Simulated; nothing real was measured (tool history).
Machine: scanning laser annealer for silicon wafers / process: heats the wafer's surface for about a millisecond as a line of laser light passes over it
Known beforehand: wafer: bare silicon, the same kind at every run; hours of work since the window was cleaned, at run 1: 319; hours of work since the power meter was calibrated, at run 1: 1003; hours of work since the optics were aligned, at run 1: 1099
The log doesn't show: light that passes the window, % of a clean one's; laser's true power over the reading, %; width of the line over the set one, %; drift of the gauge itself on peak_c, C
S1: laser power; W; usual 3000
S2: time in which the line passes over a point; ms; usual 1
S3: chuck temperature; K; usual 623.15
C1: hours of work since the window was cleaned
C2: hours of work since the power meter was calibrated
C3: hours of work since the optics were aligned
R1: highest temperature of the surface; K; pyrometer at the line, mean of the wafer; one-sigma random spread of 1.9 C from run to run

run    hour    S1    S2      S3   C1    C2    C3       R1
  1       0  3000     1  623.15  319  1003  1099  1373.15
  2    45.2  3000     1  623.15  353  1037  1132  1371.15
  3    85.7  3000     1  623.15  384  1067  1163  1369.15
  4   112.7  3000     1  623.15  404  1087  1183  1363.15
  5   139.7  3000     1  623.15  424  1107  1203  1364.15
  6   172.1  3000     1  623.15  448  1131  1227  1363.15
  7   196.7  3000     1  623.15  467  1150  1246  1362.15
  8     235  3000     1  623.15  495  1178  1274  1362.15
  9   277.5  3000     1  623.15  527  1210  1306  1358.15
 10   307.8  3000  0.87  623.15  550  1233  1329  1298.15
 11   351.7  3000  0.87  650.15  582  1266  1362  1324.15
 12   396.5  3000  0.87  650.15  616  1299  1395  1324.15
 13   417.7  3000     1  623.15  632  1315  1411  1351.15
 14   460.6  3000     1  623.15  664  1347  1443  1351.15
      487.2  -- window over the wafer cleaned
 15     491  3000     1  623.15    3  1368  1464  1379.15
 16     535  2706     1  623.15   36  1401  1497  1307.15
 17   563.2  2706     1  623.15   57  1422  1518  1301.15
 18   605.3  2706     1  623.15   88  1454  1550  1301.15
 19   631.7  2912     1  623.15  108  1474  1569  1354.15
 20   659.2  2777     1  623.15  129  1494  1590  1318.15
 21   695.5  2777  1.17  623.15  156  1521  1617  1388.15
 22   728.7  3000   1.2  589.15  181  1546  1642  1422.15
 23   754.3  3000     1  623.15  200  1565  1661  1374.15
 24   774.6  3000     1  623.15  215  1580  1676  1367.15
 25   796.6  2693  0.83  640.15  231  1597  1693  1239.15
 26   817.1  2693  0.79  640.15  247  1612  1708  1222.15
 27   862.9  3192     1  623.15  281  1646  1742  1415.15
      877.4  -- optics aligned, line set to its width
 28   896.7  3029  1.14  612.15  302  1668    14  1428.15
 29   930.9  3175  0.93  619.15  328  1694    40  1375.15
 30   966.6  3000     1  631.15  355  1720    67  1374.15
 31  1012.6  2843  0.71  623.15  389  1755   101  1199.15
 32  1034.7  2601  1.19  656.15  406  1771   118  1368.15
 33  1081.5  3114  0.96  652.15  441  1806   153  1402.15
 34  1112.1  3114  0.96  652.15  463  1829   175  1399.15
 35  1144.7  3114  0.96  652.15  488  1853   200  1400.15
 36  1190.6  3114  0.96  652.15  522  1888   234  1398.15
 37  1236.6  2573  0.87  595.15  557  1922   269  1178.15
 38  1278.6  2607  1.06  595.15  588  1953   300  1255.15
 39  1317.7  2732   0.8  595.15  617  1983   329  1180.15
 40  1346.3  3000  0.82  614.15  639  2004   351  1265.15

How the hidden state differs across the entries between the runs, from the last listed run before each to the first after it:
Runs 14 to 15: window over the wafer cleaned (hour 487.2)
  light that passes the window, % of a clean one's: 96.06 -> 99.81; laser's true power over the reading, %: -0.73 -> -0.74; width of the line over the set one, %: 1.75 -> 1.77
  measured value less the no-hidden-state value, R1: -41 -> -12 K
Runs 27 to 28: optics aligned, line set to its width (hour 877.4)
  light that passes the window, % of a clean one's: 98.17 -> 98.04; laser's true power over the reading, %: -0.88 -> -0.89; width of the line over the set one, %: 2.06 -> 0.07
  measured value less the no-hidden-state value, R1: -28 -> -24 K

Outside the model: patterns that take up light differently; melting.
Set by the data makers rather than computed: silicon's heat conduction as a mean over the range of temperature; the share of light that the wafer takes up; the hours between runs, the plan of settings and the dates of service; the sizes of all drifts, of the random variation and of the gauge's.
